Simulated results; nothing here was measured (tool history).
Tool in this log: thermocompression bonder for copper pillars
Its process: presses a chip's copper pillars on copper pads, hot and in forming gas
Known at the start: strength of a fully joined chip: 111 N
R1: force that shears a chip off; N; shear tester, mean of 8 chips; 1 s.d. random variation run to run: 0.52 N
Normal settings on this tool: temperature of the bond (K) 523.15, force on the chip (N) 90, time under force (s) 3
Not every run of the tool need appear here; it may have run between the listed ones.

Run 1, hour 0: usual settings. Result: R1 53.8 N.
Run 2, hour 29.4: usual settings. Result: R1 54.6 N.
Run 3, hour 49.3: usual settings. Result: R1 54.8 N.
Run 4, hour 61.7: usual settings. Result: R1 54.5 N.
Run 5, hour 91: usual settings. Result: R1 53.3 N.
Run 6, hour 117.7: usual settings. Result: R1 54.3 N.
Run 7, hour 129.8: usual settings. Result: R1 53.5 N.
At hour 153.2: forming gas filter changed.
Run 8, hour 159: usual settings. Result: R1 55.1 N.
Run 9, hour 173.8: usual settings. Result: R1 55.6 N.
Run 10, hour 193.5: usual settings. Result: R1 55.7 N.
Run 11, hour 210.8: usual settings. Result: R1 56.1 N.
Run 12, hour 228.1: usual settings. Result: R1 54.4 N.
Run 13, hour 247.8: usual settings. Result: R1 54.9 N.
Run 14, hour 268.4: usual settings. Result: R1 55 N.
Run 15, hour 280.6: usual settings. Result: R1 54.8 N.
Run 16, hour 301.9: usual settings but time under force (s) 2. Result: R1 46.6 N.
Run 17, hour 330.2: usual settings but time under force (s) 2. Result: R1 46.9 N.
Run 18, hour 352: usual settings but time under force (s) 2. Result: R1 46.2 N.
Run 19, hour 373.8: usual settings but time under force (s) 2. Result: R1 46.8 N.
Run 20, hour 394.6: usual settings but time under force (s) 2. Result: R1 47 N.
Run 21, hour 409.9: usual settings but time under force (s) 2. Result: R1 47.1 N.
At hour 413.9: force cell calibrated.
Run 22, hour 440.7: usual settings but temperature of the bond (K) 518.15. Result: R1 49.5 N.
Run 23, hour 452.9: usual settings but temperature of the bond (K) 528.15, force on the chip (N) 65. Result: R1 49.9 N.
Run 24, hour 478.6: usual settings but force on the chip (N) 74, time under force (s) 5. Result: R1 59.5 N.
Run 25, hour 498.1: usual settings but force on the chip (N) 74, time under force (s) 6. Result: R1 63.1 N.
Run 26, hour 520: usual settings but force on the chip (N) 63. Result: R1 46 N.
Run 27, hour 536.1: usual settings but force on the chip (N) 99, time under force (s) 5. Result: R1 65.2 N.
Run 28, hour 554.2: usual settings but temperature of the bond (K) 515.15, force on the chip (N) 126, time under force (s) 8. Result: R1 73.7 N.
Run 29, hour 571.1: usual settings but temperature of the bond (K) 522.15, force on the chip (N) 63. Result: R1 44.6 N.
At hour 583.7: force cell calibrated, once more.
Run 30, hour 588.6: usual settings but temperature of the bond (K) 502.15, force on the chip (N) 130, time under force (s) 9. Result: R1 65.4 N.
Run 31, hour 612.2: usual settings but temperature of the bond (K) 502.15, force on the chip (N) 130, time under force (s) 9. Result: R1 65.6 N.
Run 32, hour 626.2: usual settings but temperature of the bond (K) 537.15, force on the chip (N) 114. Result: R1 68.8 N.
Run 33, hour 649.8: usual settings but temperature of the bond (K) 500.15, force on the chip (N) 61, time under force (s) 8. Result: R1 44.5 N.
Run 34, hour 664.2: usual settings but temperature of the bond (K) 500.15, force on the chip (N) 61, time under force (s) 8. Result: R1 44.4 N.
Run 35, hour 684.6: usual settings but force on the chip (N) 99. Result: R1 54 N.
Run 36, hour 703.7: usual settings but temperature of the bond (K) 524.15, force on the chip (N) 89, time under force (s) 2. Result: R1 44.6 N.
Run 37, hour 732.9: usual settings but temperature of the bond (K) 516.15, force on the chip (N) 63, time under force (s) 2. Result: R1 33.6 N.
Run 38, hour 747.1: usual settings but temperature of the bond (K) 546.15, force on the chip (N) 76, time under force (s) 2. Result: R1 55.5 N.
Run 39, hour 772.6: usual settings but temperature of the bond (K) 546.15, force on the chip (N) 76, time under force (s) 2. Result: R1 55.3 N.

Below, some changes in R1 between adjacent runs. For each, the amount present without the hidden state too (settings, incoming material, random variation) and the amount remaining for the hidden state with gauge scatter not shared by both compared results:
Hidden state present: true temperature of the bond over the reading, C; force that reaches the chip, % of what is set; oxide that the forming gas leaves, % of the face; drift of the gauge itself on shear_n, %.
Run 7 -> 8: forming gas filter changed. R1 +1.6 N: hidden state +2.2, all else -0.6.
Run 28 -> 29: temperature of the bond (K) 515.15 -> 522.15, force on the chip (N) 126 -> 63, time under force (s) 8 -> 3. R1 -29.1 N: hidden state +1.5, all else -30.6.
Run 29 -> 30: temperature of the bond (K) 522.15 -> 502.15, force on the chip (N) 63 -> 130, time under force (s) 3 -> 9, force cell calibrated, once more. R1 +20.8 N: hidden state -2.6, all else +23.4.
Run 32 -> 33: temperature of the bond (K) 537.15 -> 500.15, force on the chip (N) 114 -> 61, time under force (s) 3 -> 8. R1 -24.3 N: hidden state +0.5, all else -24.8.
Run 37 -> 38: temperature of the bond (K) 516.15 -> 546.15, force on the chip (N) 63 -> 76. R1 +21.9 N: hidden state -2.1, all else +24.
